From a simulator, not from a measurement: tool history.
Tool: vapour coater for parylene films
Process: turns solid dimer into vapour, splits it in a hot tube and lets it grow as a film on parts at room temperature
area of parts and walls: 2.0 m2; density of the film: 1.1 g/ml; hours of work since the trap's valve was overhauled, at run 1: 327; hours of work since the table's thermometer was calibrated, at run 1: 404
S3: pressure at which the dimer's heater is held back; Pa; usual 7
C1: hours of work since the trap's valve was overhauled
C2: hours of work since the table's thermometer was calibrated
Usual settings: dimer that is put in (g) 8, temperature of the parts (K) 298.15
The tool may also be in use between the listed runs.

{"run": 1, "hour": 0.0, "dimer that is put in (g)": 8, "temperature of the parts (K)": 298.15, "S3": 7, "C1": 327, "C2": 404, "thickness of the film (um)": 1.88}
{"run": 2, "hour": 18.7, "dimer that is put in (g)": 8, "temperature of the parts (K)": 298.15, "S3": 7, "C1": 338, "C2": 415, "thickness of the film (um)": 1.85}
{"run": 3, "hour": 41.1, "dimer that is put in (g)": 8, "temperature of the parts (K)": 298.15, "S3": 7, "C1": 351, "C2": 428, "thickness of the film (um)": 1.85}
{"run": 4, "hour": 60.9, "dimer that is put in (g)": 8, "temperature of the parts (K)": 298.15, "S3": 7, "C1": 363, "C2": 440, "thickness of the film (um)": 1.87}
{"run": 5, "hour": 70.9, "dimer that is put in (g)": 8, "temperature of the parts (K)": 298.15, "S3": 7, "C1": 369, "C2": 446, "thickness of the film (um)": 1.88}
{"run": 6, "hour": 85.4, "dimer that is put in (g)": 8, "temperature of the parts (K)": 298.15, "S3": 7, "C1": 377, "C2": 454, "thickness of the film (um)": 1.89}
{"run": 7, "hour": 102.2, "dimer that is put in (g)": 8, "temperature of the parts (K)": 298.15, "S3": 7, "C1": 387, "C2": 464, "thickness of the film (um)": 1.86}
{"run": 8, "hour": 123.8, "dimer that is put in (g)": 8, "temperature of the parts (K)": 298.15, "S3": 7, "C1": 400, "C2": 477, "thickness of the film (um)": 1.85}
{"run": 9, "hour": 141.7, "dimer that is put in (g)": 8, "temperature of the parts (K)": 298.15, "S3": 7, "C1": 410, "C2": 488, "thickness of the film (um)": 1.87}
{"run": 10, "hour": 161.7, "dimer that is put in (g)": 8, "temperature of the parts (K)": 298.15, "S3": 7, "C1": 422, "C2": 499, "thickness of the film (um)": 1.82}
{"run": 11, "hour": 184.4, "dimer that is put in (g)": 8, "temperature of the parts (K)": 298.15, "S3": 7, "C1": 436, "C2": 513, "thickness of the film (um)": 1.84}
{"run": 12, "hour": 200.5, "dimer that is put in (g)": 8, "temperature of the parts (K)": 298.15, "S3": 7, "C1": 445, "C2": 522, "thickness of the film (um)": 1.84}
{"run": 13, "hour": 219.2, "dimer that is put in (g)": 8, "temperature of the parts (K)": 298.15, "S3": 3.25, "C1": 456, "C2": 533, "thickness of the film (um)": 2.14}
{"run": 14, "hour": 235.5, "dimer that is put in (g)": 8, "temperature of the parts (K)": 298.15, "S3": 3.25, "C1": 466, "C2": 543, "thickness of the film (um)": 2.13}
{"run": 15, "hour": 245.5, "dimer that is put in (g)": 8, "temperature of the parts (K)": 298.15, "S3": 3.59, "C1": 472, "C2": 549, "thickness of the film (um)": 2.11}
{"run": 16, "hour": 258.5, "dimer that is put in (g)": 8, "temperature of the parts (K)": 298.15, "S3": 3.59, "C1": 479, "C2": 556, "thickness of the film (um)": 2.1}
{"run": 17, "hour": 276.3, "dimer that is put in (g)": 8, "temperature of the parts (K)": 298.15, "S3": 3.59, "C1": 490, "C2": 567, "thickness of the film (um)": 2.12}
{"run": 18, "hour": 286.1, "dimer that is put in (g)": 8, "temperature of the parts (K)": 298.15, "S3": 6.29, "C1": 495, "C2": 573, "thickness of the film (um)": 1.85}
{"run": 19, "hour": 302.0, "dimer that is put in (g)": 8, "temperature of the parts (K)": 298.15, "S3": 2.22, "C1": 505, "C2": 582, "thickness of the film (um)": 2.32}
{"run": 20, "hour": 313.9, "dimer that is put in (g)": 8, "temperature of the parts (K)": 298.15, "S3": 2.22, "C1": 512, "C2": 589, "thickness of the film (um)": 2.27}
{"run": 21, "hour": 331.3, "dimer that is put in (g)": 8, "temperature of the parts (K)": 298.15, "S3": 7, "C1": 522, "C2": 599, "thickness of the film (um)": 1.82}
{"run": 22, "hour": 346.6, "dimer that is put in (g)": 8, "temperature of the parts (K)": 298.15, "S3": 7, "C1": 531, "C2": 608, "thickness of the film (um)": 1.77}
{"run": 23, "hour": 368.3, "dimer that is put in (g)": 8, "temperature of the parts (K)": 298.15, "S3": 7, "C1": 544, "C2": 621, "thickness of the film (um)": 1.81}
{"run": 24, "hour": 379.3, "dimer that is put in (g)": 8, "temperature of the parts (K)": 298.15, "S3": 7, "C1": 550, "C2": 627, "thickness of the film (um)": 1.81}
{"run": 25, "hour": 397.9, "dimer that is put in (g)": 5, "temperature of the parts (K)": 309.15, "S3": 3.86, "C1": 561, "C2": 638, "thickness of the film (um)": 0.89}
{"run": 26, "hour": 412.3, "dimer that is put in (g)": 5, "temperature of the parts (K)": 309.15, "S3": 3.86, "C1": 570, "C2": 647, "thickness of the film (um)": 0.9}
{"run": 27, "hour": 426.0, "dimer that is put in (g)": 5, "temperature of the parts (K)": 309.15, "S3": 6.69, "C1": 578, "C2": 655, "thickness of the film (um)": 0.84}
{"run": 28, "hour": 444.6, "dimer that is put in (g)": 5, "temperature of the parts (K)": 309.15, "S3": 6.69, "C1": 589, "C2": 666, "thickness of the film (um)": 0.81}
{"hour": 449.8, "done": "trap's valve overhauled"}
{"run": 29, "hour": 472.6, "dimer that is put in (g)": 5, "temperature of the parts (K)": 309.15, "S3": 6.69, "C1": 13, "C2": 680, "thickness of the film (um)": 0.76}
{"run": 30, "hour": 488.3, "dimer that is put in (g)": 5, "temperature of the parts (K)": 309.15, "S3": 6.69, "C1": 23, "C2": 689, "thickness of the film (um)": 0.75}
{"run": 31, "hour": 501.7, "dimer that is put in (g)": 6, "temperature of the parts (K)": 309.15, "S3": 2.03, "C1": 31, "C2": 697, "thickness of the film (um)": 1.17}
{"run": 32, "hour": 520.3, "dimer that is put in (g)": 6, "temperature of the parts (K)": 309.15, "S3": 2.03, "C1": 42, "C2": 708, "thickness of the film (um)": 1.15}
{"run": 33, "hour": 541.3, "dimer that is put in (g)": 12, "temperature of the parts (K)": 301.15, "S3": 7, "C1": 54, "C2": 721, "thickness of the film (um)": 2.29}
{"run": 34, "hour": 551.6, "dimer that is put in (g)": 13, "temperature of the parts (K)": 296.15, "S3": 4.07, "C1": 60, "C2": 727, "thickness of the film (um)": 3.24}
{"run": 35, "hour": 573.4, "dimer that is put in (g)": 11, "temperature of the parts (K)": 310.15, "S3": 10.48, "C1": 73, "C2": 739, "thickness of the film (um)": 1.46}
{"run": 36, "hour": 584.5, "dimer that is put in (g)": 12, "temperature of the parts (K)": 301.15, "S3": 8.35, "C1": 79, "C2": 746, "thickness of the film (um)": 2.24}
{"hour": 589.6, "done": "trap's valve overhauled, once more"}
{"run": 37, "hour": 599.1, "dimer that is put in (g)": 11, "temperature of the parts (K)": 299.15, "S3": 8.35, "C1": 6, "C2": 752, "thickness of the film (um)": 2.59}
{"run": 38, "hour": 612.4, "dimer that is put in (g)": 6, "temperature of the parts (K)": 299.15, "S3": 8.35, "C1": 13, "C2": 760, "thickness of the film (um)": 1.42}
{"run": 39, "hour": 635.5, "dimer that is put in (g)": 6, "temperature of the parts (K)": 299.15, "S3": 8.35, "C1": 27, "C2": 774, "thickness of the film (um)": 1.39}
{"run": 40, "hour": 650.9, "dimer that is put in (g)": 6, "temperature of the parts (K)": 299.15, "S3": 8.35, "C1": 36, "C2": 783, "thickness of the film (um)": 1.42}
{"run": 41, "hour": 661.3, "dimer that is put in (g)": 8, "temperature of the parts (K)": 298.15, "S3": 7, "C1": 42, "C2": 789, "thickness of the film (um)": 2.03}
{"run": 42, "hour": 673.2, "dimer that is put in (g)": 6, "temperature of the parts (K)": 300.15, "S3": 7, "C1": 49, "C2": 796, "thickness of the film (um)": 1.43}
{"run": 43, "hour": 688.1, "dimer that is put in (g)": 7, "temperature of the parts (K)": 292.15, "S3": 4.08, "C1": 58, "C2": 805, "thickness of the film (um)": 2.36}
{"run": 44, "hour": 710.8, "dimer that is put in (g)": 7, "temperature of the parts (K)": 292.15, "S3": 4.08, "C1": 71, "C2": 818, "thickness of the film (um)": 2.32}
{"run": 45, "hour": 721.7, "dimer that is put in (g)": 11, "temperature of the parts (K)": 291.15, "S3": 10.36, "C1": 78, "C2": 824, "thickness of the film (um)": 3.08}
{"run": 46, "hour": 734.1, "dimer that is put in (g)": 8, "temperature of the parts (K)": 298.15, "S3": 7.64, "C1": 85, "C2": 832, "thickness of the film (um)": 1.93}
{"run": 47, "hour": 756.6, "dimer that is put in (g)": 5, "temperature of the parts (K)": 298.15, "S3": 5.15, "C1": 98, "C2": 845, "thickness of the film (um)": 1.32}

Some steps in thickness of the film (um) between neighbouring runs. How much of each would the tool show without its hidden state too (settings, what came in, random variation), and how much is left for the hidden state, with any gauge scatter that isn't in both results?
The hidden state here: vapour lost through the trap's worn valve, %; true temperature of the parts over the reading, C; drift of the gauge itself on film_um, %.
Run 32 -> 33: dimer that is put in (g) 6 -> 12, temperature of the parts (K) 309.15 -> 301.15, S3 2.03 -> 7. thickness of the film (um) +1.14: hidden state -0.25, all else +1.39.
Run 34 -> 35: dimer that is put in (g) 13 -> 11, temperature of the parts (K) 296.15 -> 310.15, S3 4.07 -> 10.48. thickness of the film (um) -1.78: hidden state +0.38, all else -2.16.
Run 36 -> 37: dimer that is put in (g) 12 -> 11, temperature of the parts (K) 301.15 -> 299.15, trap's valve overhauled, once more. thickness of the film (um) +0.35: hidden state +0.47, all else -0.12.
Run 37 -> 38: dimer that is put in (g) 11 -> 6. thickness of the film (um) -1.17: hidden state +0.02, all else -1.19.
Run 45 -> 46: dimer that is put in (g) 11 -> 8, temperature of the parts (K) 291.15 -> 298.15, S3 10.36 -> 7.64. thickness of the film (um) -1.15: hidden state +0.04, all else -1.19.

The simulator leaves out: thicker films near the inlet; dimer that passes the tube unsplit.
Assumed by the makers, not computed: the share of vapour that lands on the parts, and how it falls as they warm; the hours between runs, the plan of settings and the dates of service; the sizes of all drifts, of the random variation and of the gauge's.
